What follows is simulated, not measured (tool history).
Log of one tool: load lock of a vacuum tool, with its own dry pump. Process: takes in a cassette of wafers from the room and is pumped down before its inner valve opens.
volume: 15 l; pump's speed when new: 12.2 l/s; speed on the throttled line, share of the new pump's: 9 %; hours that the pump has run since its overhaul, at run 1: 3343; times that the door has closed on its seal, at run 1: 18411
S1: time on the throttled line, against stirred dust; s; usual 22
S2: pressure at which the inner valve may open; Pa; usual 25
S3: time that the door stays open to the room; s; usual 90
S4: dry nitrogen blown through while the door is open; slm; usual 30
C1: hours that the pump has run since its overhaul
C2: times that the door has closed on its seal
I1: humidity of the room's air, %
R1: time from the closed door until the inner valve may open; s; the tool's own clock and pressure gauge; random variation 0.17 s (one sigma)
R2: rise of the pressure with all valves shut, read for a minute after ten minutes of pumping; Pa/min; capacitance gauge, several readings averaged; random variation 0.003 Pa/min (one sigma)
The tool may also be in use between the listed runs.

run    hour  S1  S2   S3  S4    C1     C2    I1    R1     R2
  1     0.0  22  25   90  30  3343  18411  43.0  30.7  0.406
  2   336.9  22  25  215  30  3680  19059  48.2  30.8  0.451
  3   717.6  22  25  215  30  4060  19792  43.8  30.7  0.480
  4   888.6  22  25   90  30  4231  20121  46.8  30.7  0.467
  5  1104.6  22  25   90  30  4447  20537  46.4  31.1  0.474
  6  1265.6  22  25   90  14  4608  20847  44.9  30.7  0.513
  7  1618.0  22  25   90  30  4961  21525  42.4  31.0  0.518
  8  1891.8  22  25   90  11  5235  22052  42.6  30.7  0.551
  9  2178.1  12  25  131  22  5521  22603  45.4  22.2  0.572
 10  2479.5  14  25   90  43  5822  23183  43.7  24.1  0.572
 11  2824.2  14  25   90  43  6167  23847  45.9  23.9  0.576
 12  3173.1  14  25   26   5  6516  24518  43.5  23.7  0.622
 13  3548.5  14  25   26   5  6891  25241  42.8  24.3  0.659
 14  3772.8  14  39   26   5  7115  25673  42.9  23.4  0.682

Forecast each of these 4 alternatives for the next run:
  A  4009.8  14  39   77   5  7353  26129  42.6   ?   ?
  B  4009.8  35  25   90  30  7353  26129  46.3   ?   ?
  C  4009.8  18  25   31  30  7353  26129  44.3   ?   ?
  D  4009.8  22  25  116  30  7353  26129  45.5   ?   ?

run    R1     R2
  A  23.5  0.726
  B  42.5  0.691
  C  27.7  0.660
  D  31.4  0.681
Without the tool's hidden state the same runs would have given:
run    R1     R2
  A  22.4  0.080
  B  41.7  0.046
  C  26.7  0.031
  D  30.4  0.047

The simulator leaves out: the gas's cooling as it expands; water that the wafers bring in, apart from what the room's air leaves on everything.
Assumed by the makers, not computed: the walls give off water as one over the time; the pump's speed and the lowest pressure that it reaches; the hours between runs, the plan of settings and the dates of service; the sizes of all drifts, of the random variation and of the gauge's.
